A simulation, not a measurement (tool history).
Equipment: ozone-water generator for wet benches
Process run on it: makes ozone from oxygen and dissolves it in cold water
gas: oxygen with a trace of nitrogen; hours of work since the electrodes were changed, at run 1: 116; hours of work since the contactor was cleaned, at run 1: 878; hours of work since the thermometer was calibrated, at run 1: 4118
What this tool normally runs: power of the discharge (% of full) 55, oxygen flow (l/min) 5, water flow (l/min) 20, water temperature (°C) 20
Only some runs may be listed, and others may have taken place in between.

| run | hour | power of the discharge (% of full) | oxygen flow (l/min) | water flow (l/min) | water temperature (°C) | hours of work since the electrodes were changed | hours of work since the contactor was cleaned | hours of work since the thermometer was calibrated | dissolved ozone (ppm) | ozone in the gas ahead of the water (g/m3) |
|---|---|---|---|---|---|---|---|---|---|---|
| 1 | 0 | 55 | 5 | 20 | 20 | 116 | 878 | 4118 | 18 | 165.8 |
| 2 | 89.5 | 55 | 5 | 17 | 20 | 194 | 955 | 4195 | 20.3 | 164.5 |
| 3 | 148.2 | 55 | 5 | 17 | 20 | 245 | 1007 | 4247 | 20.1 | 164.5 |
|  | 238.6 | water thermometer calibrated |
| 4 | 257.7 | 55 | 5 | 17 | 20 | 339 | 1101 | 17 | 20.6 | 164.5 |
| 5 | 382.7 | 55 | 5 | 17 | 20 | 448 | 1210 | 125 | 20.3 | 164.6 |
| 6 | 508.7 | 55 | 5 | 20 | 15 | 558 | 1320 | 235 | 19.1 | 161.8 |
| 7 | 626.1 | 55 | 5 | 20 | 15 | 660 | 1422 | 337 | 18.8 | 160.7 |
| 8 | 750.5 | 55 | 5 | 20 | 15 | 768 | 1530 | 445 | 19 | 161.6 |
| 9 | 854.8 | 55 | 5 | 20 | 15 | 859 | 1621 | 536 | 18.9 | 160.4 |
| 10 | 935.3 | 55 | 5 | 20 | 15 | 929 | 1691 | 606 | 18.7 | 158.9 |
| 11 | 1002.7 | 55 | 5 | 20 | 20 | 988 | 1750 | 665 | 17.3 | 160 |
| 12 | 1073.9 | 55 | 5 | 25 | 20 | 1050 | 1812 | 727 | 14.6 | 160.2 |
| 13 | 1209.6 | 55 | 5 | 25 | 20 | 1168 | 1930 | 845 | 14.4 | 161.3 |
| 14 | 1267.6 | 55 | 5.91 | 20 | 20 | 1218 | 1980 | 895 | 16.9 | 144.2 |
| 15 | 1372.2 | 55 | 4.75 | 20 | 20 | 1309 | 2071 | 986 | 17.3 | 163.4 |
| 16 | 1506.2 | 55 | 4.75 | 20 | 20 | 1426 | 2188 | 1103 | 17.3 | 163.8 |
| 17 | 1634.5 | 55 | 5 | 20 | 13 | 1538 | 2299 | 1215 | 18.7 | 157.7 |
| 18 | 1695 | 55 | 5 | 20 | 13 | 1590 | 2352 | 1267 | 18.9 | 158.4 |
| 19 | 1766.3 | 55 | 5 | 20 | 13 | 1652 | 2414 | 1329 | 18.6 | 157.8 |
| 20 | 1896.7 | 61 | 5 | 13 | 13 | 1766 | 2528 | 1443 | 28.3 | 170.1 |
| 21 | 1981.3 | 48 | 5.67 | 22 | 22 | 1839 | 2601 | 1516 | 13.4 | 127.6 |
| 22 | 2054.9 | 90 | 8.17 | 28 | 15 | 1903 | 2665 | 1580 | 19.8 | 169.6 |
| 23 | 2112.9 | 90 | 8.17 | 28 | 15 | 1954 | 2716 | 1631 | 19.5 | 169.4 |
| 24 | 2194.8 | 90 | 8.17 | 28 | 15 | 2025 | 2787 | 1702 | 19.5 | 168.6 |
| 25 | 2287.2 | 90 | 4.76 | 26 | 15 | 2105 | 2867 | 1783 | 21.2 | 239.3 |
| 26 | 2343.8 | 90 | 4.76 | 26 | 15 | 2155 | 2917 | 1832 | 21.1 | 238.2 |
| 27 | 2402.9 | 51 | 8.3 | 26 | 24 | 2206 | 2968 | 1883 | 10.9 | 103 |
| 28 | 2475.5 | 98 | 8.81 | 20 | 27 | 2269 | 3031 | 1946 | 21 | 169.4 |
| 29 | 2594.2 | 45 | 3.19 | 13 | 16 | 2373 | 3135 | 2050 | 21.5 | 174.1 |
| 30 | 2678.1 | 45 | 3.19 | 13 | 16 | 2446 | 3208 | 2123 | 21.6 | 173.3 |
| 31 | 2762.9 | 45 | 3.19 | 13 | 16 | 2519 | 3281 | 2197 | 21.7 | 172.8 |
| 32 | 2835.1 | 45 | 3.19 | 13 | 16 | 2582 | 3344 | 2259 | 21.4 | 173.7 |

Forecast each of these 5 alternatives for the next run:
| A | 2900.6 | 96 | 3.15 | 12 | 20 | 2639 | 3401 | 2316 | ? | ? |
| B | 2900.6 | 55 | 5 | 19 | 20 | 2639 | 3401 | 2316 | ? | ? |
| C | 2900.6 | 45 | 3.19 | 31 | 12 | 2639 | 3401 | 2316 | ? | ? |
| D | 2900.6 | 55 | 5.43 | 20 | 20 | 2639 | 3401 | 2316 | ? | ? |
| E | 2900.6 | 74 | 3.19 | 13 | 13 | 2639 | 3401 | 2316 | ? | ? |

| run | dissolved ozone (ppm) | ozone in the gas ahead of the water (g/m3) |
|---|---|---|
| A | 39.7 | 320.5 |
| B | 17 | 152 |
| C | 9.6 | 172.3 |
| D | 16.1 | 144.8 |
| E | 33.6 | 257.2 |
Had the tool no hidden state, the same runs would have come out as:
| run | dissolved ozone (ppm) | ozone in the gas ahead of the water (g/m3) |
|---|---|---|
| A | 46.5 | 368 |
| B | 19.1 | 165.6 |
| C | 10.7 | 184.4 |
| D | 18.2 | 157.9 |
| E | 38.6 | 288.4 |
